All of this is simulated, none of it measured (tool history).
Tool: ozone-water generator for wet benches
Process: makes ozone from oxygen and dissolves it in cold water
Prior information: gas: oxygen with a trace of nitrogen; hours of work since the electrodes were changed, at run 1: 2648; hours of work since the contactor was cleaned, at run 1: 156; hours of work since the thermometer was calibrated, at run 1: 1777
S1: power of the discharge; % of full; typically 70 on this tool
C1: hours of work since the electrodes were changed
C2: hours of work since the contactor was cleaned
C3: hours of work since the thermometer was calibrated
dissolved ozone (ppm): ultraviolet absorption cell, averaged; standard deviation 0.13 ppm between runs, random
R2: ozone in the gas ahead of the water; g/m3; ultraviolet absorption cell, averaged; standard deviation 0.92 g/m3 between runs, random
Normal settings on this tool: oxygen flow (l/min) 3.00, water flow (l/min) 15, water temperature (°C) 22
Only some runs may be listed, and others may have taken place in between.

Run 1, hour 0.0: usual settings; C1 2648; C2 156; C3 1777. Result: dissolved ozone (ppm) 12.6, R2 139.7 g/m3.
Run 2, hour 114.3: usual settings; C1 2754; C2 262; C3 1883. Result: dissolved ozone (ppm) 12.4, R2 137.9 g/m3.
Run 3, hour 201.4: usual settings; C1 2835; C2 343; C3 1964. Result: dissolved ozone (ppm) 12.4, R2 138.2 g/m3.
Run 4, hour 321.9: usual settings; C1 2947; C2 455; C3 2076. Result: dissolved ozone (ppm) 12.2, R2 136.6 g/m3.
Run 5, hour 479.1: usual settings; C1 3093; C2 601; C3 2222. Result: dissolved ozone (ppm) 12.2, R2 136.8 g/m3.
Run 6, hour 635.3: usual settings; C1 3239; C2 746; C3 2367. Result: dissolved ozone (ppm) 12.0, R2 135.5 g/m3.
Run 7, hour 794.0: usual settings; C1 3386; C2 894; C3 2515. Result: dissolved ozone (ppm) 12.0, R2 136.5 g/m3.
Run 8, hour 917.1: usual settings; C1 3500; C2 1008; C3 2629. Result: dissolved ozone (ppm) 11.9, R2 134.7 g/m3.
Run 9, hour 1023.6: usual settings; C1 3599; C2 1107; C3 2728. Result: dissolved ozone (ppm) 11.8, R2 134.4 g/m3.
Run 10, hour 1171.4: usual settings; C1 3737; C2 1244; C3 2865. Result: dissolved ozone (ppm) 11.5, R2 132.9 g/m3.
Run 11, hour 1318.0: usual settings; C1 3873; C2 1381; C3 3002. Result: dissolved ozone (ppm) 11.6, R2 130.4 g/m3.
Run 12, hour 1457.0: usual settings; C1 4002; C2 1510; C3 3131. Result: dissolved ozone (ppm) 11.6, R2 131.1 g/m3.
Run 13, hour 1538.6: usual settings; C1 4078; C2 1586; C3 3207. Result: dissolved ozone (ppm) 11.5, R2 130.3 g/m3.
Run 14, hour 1628.9: usual settings; C1 4162; C2 1670; C3 3291. Result: dissolved ozone (ppm) 11.5, R2 130.9 g/m3.
Run 15, hour 1769.8: usual settings; C1 4293; C2 1801; C3 3422. Result: dissolved ozone (ppm) 11.3, R2 130.7 g/m3.
Run 16, hour 1872.7: usual settings; C1 4389; C2 1896; C3 3517. Result: dissolved ozone (ppm) 11.3, R2 128.5 g/m3.
Run 17, hour 1981.1: usual settings; C1 4489; C2 1997; C3 3618. Result: dissolved ozone (ppm) 11.3, R2 129.6 g/m3.
Run 18, hour 2059.9: usual settings; C1 4563; C2 2070; C3 3691. Result: dissolved ozone (ppm) 11.3, R2 128.7 g/m3.
Run 19, hour 2175.2: usual settings but water temperature (°C) 21; C1 4670; C2 2177; C3 3798. Result: dissolved ozone (ppm) 11.2, R2 128.0 g/m3.
At hour 2188.9: water thermometer calibrated.
Run 20, hour 2336.0: usual settings but S1 45 % of full, water temperature (°C) 29; C1 4819; C2 2326; C3 137. Result: dissolved ozone (ppm) 7.2, R2 92.7 g/m3.
Run 21, hour 2426.8: usual settings but S1 90 % of full, water flow (l/min) 16, water temperature (°C) 15; C1 4903; C2 2411; C3 221. Result: dissolved ozone (ppm) 13.5, R2 149.9 g/m3.
Run 22, hour 2590.7: usual settings but S1 90 % of full, oxygen flow (l/min) 2.13, water flow (l/min) 9; C1 5056; C2 2563; C3 373. Result: dissolved ozone (ppm) 19.7, R2 184.6 g/m3.
Run 23, hour 2696.8: usual settings but S1 95 % of full; C1 5154; C2 2662; C3 472. Result: dissolved ozone (ppm) 13.3, R2 152.5 g/m3.
At hour 2763.4: electrodes of the discharge changed.
Run 24, hour 2808.2: usual settings but S1 72 % of full, oxygen flow (l/min) 1.64, water flow (l/min) 14, water temperature (°C) 19; C1 42; C2 2760; C3 570. Result: dissolved ozone (ppm) 14.6, R2 229.4 g/m3.
Run 25, hour 2952.0: usual settings but S1 75 % of full, oxygen flow (l/min) 2.48, water flow (l/min) 14, water temperature (°C) 17; C1 175; C2 2893; C3 704. Result: dissolved ozone (ppm) 15.9, R2 181.9 g/m3.
Run 26, hour 3057.9: usual settings but oxygen flow (l/min) 4.61, water flow (l/min) 12; C1 274; C2 2992; C3 802. Result: dissolved ozone (ppm) 14.9, R2 117.3 g/m3.
Run 27, hour 3189.9: usual settings but oxygen flow (l/min) 4.61, water flow (l/min) 12; C1 396; C2 3114; C3 925. Result: dissolved ozone (ppm) 14.5, R2 116.4 g/m3.
At hour 3250.7: water thermometer calibrated, once more.
Run 28, hour 3327.6: usual settings but oxygen flow (l/min) 4.61, water temperature (°C) 27; C1 524; C2 3242; C3 71. Result: dissolved ozone (ppm) 11.5, R2 115.7 g/m3.
Run 29, hour 3457.9: usual settings but S1 53 % of full, oxygen flow (l/min) 3.01, water temperature (°C) 25; C1 645; C2 3363; C3 193. Result: dissolved ozone (ppm) 10.0, R2 119.5 g/m3.
Run 30, hour 3587.0: usual settings but S1 53 % of full, oxygen flow (l/min) 3.01, water flow (l/min) 13, water temperature (°C) 16; C1 765; C2 3483; C3 313. Result: dissolved ozone (ppm) 12.6, R2 119.0 g/m3.
Run 31, hour 3675.0: usual settings but S1 78 % of full, oxygen flow (l/min) 1.54, water flow (l/min) 16, water temperature (°C) 21; C1 847; C2 3565; C3 394. Result: dissolved ozone (ppm) 13.0, R2 247.5 g/m3.
Run 32, hour 3762.0: usual settings but S1 78 % of full, oxygen flow (l/min) 1.54, water flow (l/min) 16, water temperature (°C) 25; C1 928; C2 3646; C3 475. Result: dissolved ozone (ppm) 12.5, R2 244.4 g/m3.

Forecast each of these 3 alternatives for the next run:
Run A, hour 3862.3: usual settings but water flow (l/min) 14, water temperature (°C) 20; C1 1021; C2 3739; C3 568. Result: dissolved ozone (ppm) ?, R2 ?.
Run B, hour 3862.3: usual settings but S1 92 % of full, oxygen flow (l/min) 1.71, water flow (l/min) 16; C1 1021; C2 3739; C3 568. Result: dissolved ozone (ppm) ?, R2 ?.
Run C, hour 3862.3: usual settings but S1 48 % of full, water flow (l/min) 10, water temperature (°C) 25; C1 1021; C2 3739; C3 568. Result: dissolved ozone (ppm) ?, R2 ?.

run  dissolved ozone (ppm)     R2
  A                   14.0  149.4
  B                   14.8  263.9
  C                   12.1  107.9
Without the tool's unlogged condition, the same runs would have read:
run  dissolved ozone (ppm)     R2
  A                   15.4  155.4
  B                   16.5  276.9
  C                   13.0  110.8
